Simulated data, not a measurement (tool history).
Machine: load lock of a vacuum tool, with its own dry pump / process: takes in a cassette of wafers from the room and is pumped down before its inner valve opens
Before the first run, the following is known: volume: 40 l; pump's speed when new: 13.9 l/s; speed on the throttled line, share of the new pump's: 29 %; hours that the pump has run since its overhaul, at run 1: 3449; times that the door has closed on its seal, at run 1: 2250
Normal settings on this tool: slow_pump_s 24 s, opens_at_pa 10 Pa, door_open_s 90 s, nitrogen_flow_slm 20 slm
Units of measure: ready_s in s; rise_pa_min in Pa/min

run	day	slow_pump_s	opens_at_pa	door_open_s	nitrogen_flow_slm	hours that the pump has run since its overhaul	times that the door has closed on its seal	incoming humidity of the room's air, %	ready_s	rise_pa_min
1	0	24	10	90	20	3449	2250	50	43.9	0.028
2	20.658	24	10	90	20	3944	4708	44.3	42.9	0.026
3	43.417	24	10	90	30	4490	7416	47	44	0.021
4	58.883	24	10	90	30	4862	9257	41.7	43	0.022
5	72.75	24	10	90	30	5195	10907	46.8	44.4	0.027
6	96.471	24	10	90	20	5764	13730	42.7	43.1	0.027
7	108.375	24	10	90	9	6050	15146	42.6	44.2	0.03
8	122.721	19	10	90	20	6394	16853	44.6	40.5	0.022
9	138.621	17	10	90	20	6775	18745	41.2	39.5	0.026
10	157.662	17	10	90	20	7232	21011	47	38.8	0.027
11	168.988	17	10	90	20	7504	22359	47.5	39.1	0.026
12	184.838	17	10	90	20	7885	24245	48	38.2	0.026
13	200.104	24	10	38	20	8251	26061	45.7	44.1	0.016
14	217.154	24	10	38	20	8660	28090	46.4	43.8	0.021
15	241.033	24	10	90	20	9233	30931	44.4	43.9	0.025
16	253.883	24	10	90	20	9542	32460	42.5	43.6	0.029
# day 263.504: door's seal changed, seat wiped
17	266.771	24	10	90	20	9850	389	45.1	43	0.034
18	281.321	24	10	90	20	10199	2120	44.5	43.3	0.027
19	293.983	20	7	85	12	10503	3627	43	41.9	0.024
20	308.25	29	14	189	20	10845	5324	43.4	46.6	0.036
21	325.904	29	14	189	20	11269	7425	42.3	46.1	0.033
22	351.233	18	10	90	20	11877	10439	48.5	39.1	0.028
23	370.858	18	10	90	20	12348	12774	44.2	39	0.029
24	385.05	18	10	90	20	12688	14463	45.4	38.8	0.026
25	406.758	12	11	90	20	13209	17046	43.6	34.8	0.027
26	427.267	12	11	90	20	13701	19486	46.6	35.1	0.028
27	444.046	12	11	90	20	14104	21483	46.3	34.4	0.029
28	462.992	12	11	90	5	14559	23737	44.7	35.6	0.03
29	477.362	24	10	94	20	14904	25447	44.7	43.7	0.028
30	491.542	24	10	94	20	15244	27134	43.9	43.7	0.028
31	506.788	24	10	46	44	15610	28949	48	43.4	0.012
32	524.625	30	10	100	14	16038	31071	43.1	48.5	0.031
33	535.821	22	17	173	9	16307	32403	43.7	41.1	0.048
# day 546.992: door's seal changed, seat wiped
34	559.262	37	13	173	9	16868	1460	42.2	52	0.043
35	576.096	25	10	49	6	17272	3463	46.5	44	0.027
36	596.967	24	12	70	4	17773	5947	46	42.8	0.028

Below are 3 alternative next runs, each starting from the tool's condition after run 36. Predict each:
A	617.892	24	9	90	30	18275	8437	45.7	?	?
B	617.892	24	12	70	8	18275	8437	42.7	?	?
C	617.892	24	11	90	20	18275	8437	45.2	?	?

run	ready_s	rise_pa_min
A	44.1	0.023
B	43.3	0.029
C	42.9	0.022
Stripped of hidden state, with their random variation kept, the same runs would have yielded:
run	ready_s	rise_pa_min
A	44.1	0.023
B	43.2	0.029
C	42.9	0.022
